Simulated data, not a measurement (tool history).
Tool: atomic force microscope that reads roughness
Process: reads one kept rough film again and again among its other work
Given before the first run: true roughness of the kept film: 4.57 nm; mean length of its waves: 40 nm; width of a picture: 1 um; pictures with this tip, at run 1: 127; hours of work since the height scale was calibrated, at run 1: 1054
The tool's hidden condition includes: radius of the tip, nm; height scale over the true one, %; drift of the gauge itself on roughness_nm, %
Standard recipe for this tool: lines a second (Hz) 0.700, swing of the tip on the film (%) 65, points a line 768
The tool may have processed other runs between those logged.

run	hour	lines a second (Hz)	swing of the tip on the film (%)	points a line	pictures with this tip	hours of work since the height scale was calibrated	roughness of the kept film (nm (root mean square))
1	0.0	0.700	65	768	127	1054	3.495
# hour 26.3: new tip fitted
2	32.8	2.868	65	768	8	1076	3.842
3	91.4	2.868	65	768	84	1115	3.513
# hour 149.7: new tip fitted
4	151.4	2.868	65	768	2	1154	3.886
5	186.1	2.868	65	768	47	1177	3.695
6	237.2	2.868	65	768	114	1212	3.413
# hour 272.2: new tip fitted
7	283.0	0.700	65	492	14	1242	4.057
8	319.3	0.700	65	492	61	1266	3.843
9	362.3	0.700	65	768	117	1295	3.629
# hour 394.5: new tip fitted
10	405.2	0.700	65	768	14	1323	4.088
11	429.4	0.700	65	768	46	1339	3.960
12	463.3	0.700	65	768	90	1362	3.719
13	493.0	0.700	65	768	128	1382	3.563
# hour 520.5: new tip fitted
14	548.8	0.700	65	768	37	1418	3.981
15	600.3	0.700	65	768	104	1453	3.631
# hour 643.9: new tip fitted
16	658.3	0.700	65	768	18	1491	4.061
17	717.0	0.700	65	768	94	1530	3.705
18	753.9	0.700	65	768	142	1555	3.520
# hour 770.1: new tip fitted
19	808.0	0.700	65	768	49	1591	3.898
20	849.5	0.700	65	768	102	1618	3.680
# hour 873.0: height scale calibrated on a step standard
21	875.4	0.700	65	768	135	2	3.534

For run 22, what comes out?
# hour 894.2: new tip fitted
22	915.8	0.700	65	768	28	28	?

roughness of the kept film (nm (root mean square)): 3.986
With no hidden state in the tool, this same run would have given roughness of the kept film (nm (root mean square)) 4.154.

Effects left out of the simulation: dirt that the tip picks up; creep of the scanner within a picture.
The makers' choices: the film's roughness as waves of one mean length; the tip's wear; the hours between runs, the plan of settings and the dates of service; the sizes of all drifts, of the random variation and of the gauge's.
